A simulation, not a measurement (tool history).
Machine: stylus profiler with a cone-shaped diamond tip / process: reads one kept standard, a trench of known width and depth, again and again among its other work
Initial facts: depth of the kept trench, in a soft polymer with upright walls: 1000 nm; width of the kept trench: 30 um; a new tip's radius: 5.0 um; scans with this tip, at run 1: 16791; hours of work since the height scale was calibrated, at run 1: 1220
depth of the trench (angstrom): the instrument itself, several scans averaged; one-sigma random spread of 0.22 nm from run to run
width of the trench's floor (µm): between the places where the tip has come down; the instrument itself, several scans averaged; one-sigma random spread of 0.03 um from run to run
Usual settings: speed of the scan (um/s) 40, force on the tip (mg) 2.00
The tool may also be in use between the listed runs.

run,hour,speed of the scan (um/s),force on the tip (mg),scans with this tip,hours of work since the height scale was calibrated,depth of the trench (angstrom),width of the trench's floor (µm)
1,0.0,40,2.00,16791,1220,10054.5,23.85
2,78.7,40,2.00,17238,1252,10055.6,23.81
3,188.8,21,2.00,17864,1298,10055.4,23.97
4,255.9,21,2.00,18246,1326,10054.5,23.92
5,309.8,40,5.73,18552,1348,10106.8,23.96
6,398.6,40,5.73,19056,1384,10109.3,23.91
7,457.0,40,2.00,19389,1409,10056.4,23.87
8,560.0,40,2.00,19974,1451,10055.9,23.86
9,647.7,40,2.00,20472,1487,10055.7,23.85
# hour 664.8: height scale calibrated on a step standard
10,752.5,115,2.00,21066,36,10052.7,23.65
11,848.9,14,2.00,21614,76,10054.9,23.97
12,917.7,53,2.00,22005,104,10054.6,23.82
13,977.3,53,2.00,22343,129,10056.9,23.80
14,1078.3,40,2.00,22918,171,10057.7,23.88
15,1144.3,40,2.00,23293,198,10055.8,23.88
16,1253.4,40,2.00,23913,243,10051.6,23.86
17,1353.2,67,5.69,24480,284,10109.3,23.89
18,1407.0,60,1.48,24786,307,10046.5,23.77
19,1489.3,14,3.91,25254,340,10083.5,23.93
20,1555.1,21,1.44,25628,368,10040.9,23.89
21,1614.3,21,1.44,25965,392,10045.3,23.90
22,1723.6,21,1.44,26586,437,10039.4,23.95
23,1805.8,111,1.20,27053,471,10037.4,23.65
24,1909.5,10,0.94,27643,514,10035.8,23.98
25,1979.7,14,0.77,28041,543,10029.3,23.93
26,2046.1,121,2.48,28419,570,10063.2,23.66
27,2141.5,150,1.17,28962,610,10036.5,23.45
28,2245.6,150,1.17,29553,653,10036.9,23.47
29,2333.1,77,0.72,30051,689,10028.2,23.62
30,2384.3,77,0.72,30342,710,10024.7,23.58

Hidden state or all else? Some run-to-run changes of width of the trench's floor (µm), split into what the settings, what came in and random variation would give without the hidden state, and what is left for the hidden state (with any gauge scatter that isn't in both results):
The hidden state here: radius of the tip, um; height scale over the true one, %; drift of the gauge itself on depth_nm, %; drift of the gauge itself on floor_um, %.
Run 1 -> 2: no setting changed, nothing entered. width of the trench's floor (µm) -0.04: hidden state +0.01, all else -0.05.
Run 2 -> 3: speed of the scan (um/s) 40 -> 21. width of the trench's floor (µm) +0.16: hidden state -0.01, all else +0.17.
Run 4 -> 5: speed of the scan (um/s) 21 -> 40, force on the tip (mg) 2.00 -> 5.73. width of the trench's floor (µm) +0.04: hidden state +0.01, all else +0.03.
Run 10 -> 11: speed of the scan (um/s) 115 -> 14. width of the trench's floor (µm) +0.32: hidden state +0.00, all else +0.32.
Run 22 -> 23: speed of the scan (um/s) 21 -> 111, force on the tip (mg) 1.44 -> 1.20. width of the trench's floor (µm) -0.30: hidden state -0.01, all else -0.29.
Run 23 -> 24: speed of the scan (um/s) 111 -> 10, force on the tip (mg) 1.20 -> 0.94. width of the trench's floor (µm) +0.33: hidden state +0.00, all else +0.33.

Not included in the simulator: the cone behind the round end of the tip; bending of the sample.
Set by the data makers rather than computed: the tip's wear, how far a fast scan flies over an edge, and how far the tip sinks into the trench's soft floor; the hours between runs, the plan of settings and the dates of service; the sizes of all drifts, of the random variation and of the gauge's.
